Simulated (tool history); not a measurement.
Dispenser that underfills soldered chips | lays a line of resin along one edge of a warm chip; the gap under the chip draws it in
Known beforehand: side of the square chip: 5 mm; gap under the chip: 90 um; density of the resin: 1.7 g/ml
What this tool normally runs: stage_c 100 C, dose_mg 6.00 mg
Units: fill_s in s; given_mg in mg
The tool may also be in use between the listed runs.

| run | day | stage_c | dose_mg | fill_s | given_mg |
|---|---|---|---|---|---|
| 1 | 0.000 | 100 | 6.00 | 11.9 | 5.82 |
| 2 | 0.300 | 100 | 6.00 | 13.0 | 5.82 |
|  | 0.454 | new syringe of resin |
| 3 | 0.796 | 100 | 6.00 | 14.2 | 5.81 |
|  | 0.950 | new syringe of resin |
| 4 | 1.396 | 100 | 6.27 | 15.1 | 6.02 |
|  | 1.462 | new syringe of resin |
| 5 | 1.846 | 100 | 7.26 | 13.7 | 6.98 |
|  | 1.958 | new syringe of resin |
| 6 | 2.146 | 100 | 7.26 | 12.4 | 6.92 |
|  | 2.471 | new syringe of resin |
|  | 2.512 | dispensing valve cleaned and set on the balance |
| 7 | 2.704 | 100 | 6.00 | 12.3 | 5.98 |
|  | 3.029 | new syringe of resin |
| 8 | 3.208 | 100 | 6.00 | 13.2 | 5.95 |
|  | 3.521 | new syringe of resin |
| 9 | 3.588 | 100 | 6.00 | 11.6 | 5.91 |
| 10 | 3.888 | 100 | 6.00 | 14.0 | 5.93 |
|  | 4.029 | new syringe of resin |
| 11 | 4.350 | 100 | 6.00 | 14.8 | 5.92 |
|  | 4.550 | new syringe of resin |
| 12 | 4.738 | 100 | 6.00 | 12.7 | 5.87 |
|  | 5.054 | new syringe of resin |
| 13 | 5.288 | 100 | 6.00 | 12.6 | 5.85 |
|  | 5.579 | new syringe of resin |
| 14 | 5.925 | 107 | 6.00 | 10.5 | 5.83 |
|  | 6.104 | new syringe of resin |
| 15 | 6.242 | 88 | 6.02 | 22.0 | 5.81 |
| 16 | 6.529 | 91 | 6.00 | 22.5 | 5.77 |
|  | 6.600 | new syringe of resin |
|  | 7.129 | new syringe of resin |
| 17 | 7.175 | 93 | 5.15 | 17.3 | 4.95 |
| 18 | 7.529 | 112 | 6.79 | 8.5 | 6.49 |
|  | 7.642 | new syringe of resin |
|  | 7.683 | dispensing valve cleaned and set on the balance |
| 19 | 7.925 | 91 | 6.28 | 20.1 | 6.25 |
|  | 8.192 | new syringe of resin |
| 20 | 8.433 | 91 | 6.28 | 20.1 | 6.28 |
|  | 8.696 | new syringe of resin |
| 21 | 8.858 | 91 | 6.28 | 19.6 | 6.23 |
|  | 9.208 | new syringe of resin |
| 22 | 9.504 | 94 | 5.13 | 19.5 | 5.06 |
|  | 9.717 | new syringe of resin |
| 23 | 9.962 | 94 | 5.99 | 18.2 | 5.85 |
|  | 10.208 | new syringe of resin |
| 24 | 10.467 | 112 | 7.03 | 7.7 | 6.87 |
|  | 10.721 | new syringe of resin |
| 25 | 10.796 | 112 | 7.03 | 6.4 | 6.83 |
|  | 11.200 | new syringe of resin |
| 26 | 11.429 | 109 | 7.62 | 9.0 | 7.37 |
|  | 11.708 | new syringe of resin |
| 27 | 11.896 | 107 | 5.21 | 10.2 | 5.04 |

Branching from run 27: 3 alternative next runs. What would each branch give?
|  | 12.200 | new syringe of resin |
| A | 12.571 | 87 | 7.61 | ? | ? |
|  | 12.200 | new syringe of resin |
| B | 12.571 | 115 | 6.00 | ? | ? |
|  | 12.200 | new syringe of resin |
| C | 12.571 | 85 | 6.99 | ? | ? |

| run | fill_s | given_mg |
|---|---|---|
| A | 27.1 | 7.32 |
| B | 7.8 | 5.72 |
| C | 29.7 | 6.71 |
Had the tool no hidden state, the same runs would have come out as:
| run | fill_s | given_mg |
|---|---|---|
| A | 17.6 | 7.64 |
| B | 5.2 | 5.98 |
| C | 19.3 | 7.01 |

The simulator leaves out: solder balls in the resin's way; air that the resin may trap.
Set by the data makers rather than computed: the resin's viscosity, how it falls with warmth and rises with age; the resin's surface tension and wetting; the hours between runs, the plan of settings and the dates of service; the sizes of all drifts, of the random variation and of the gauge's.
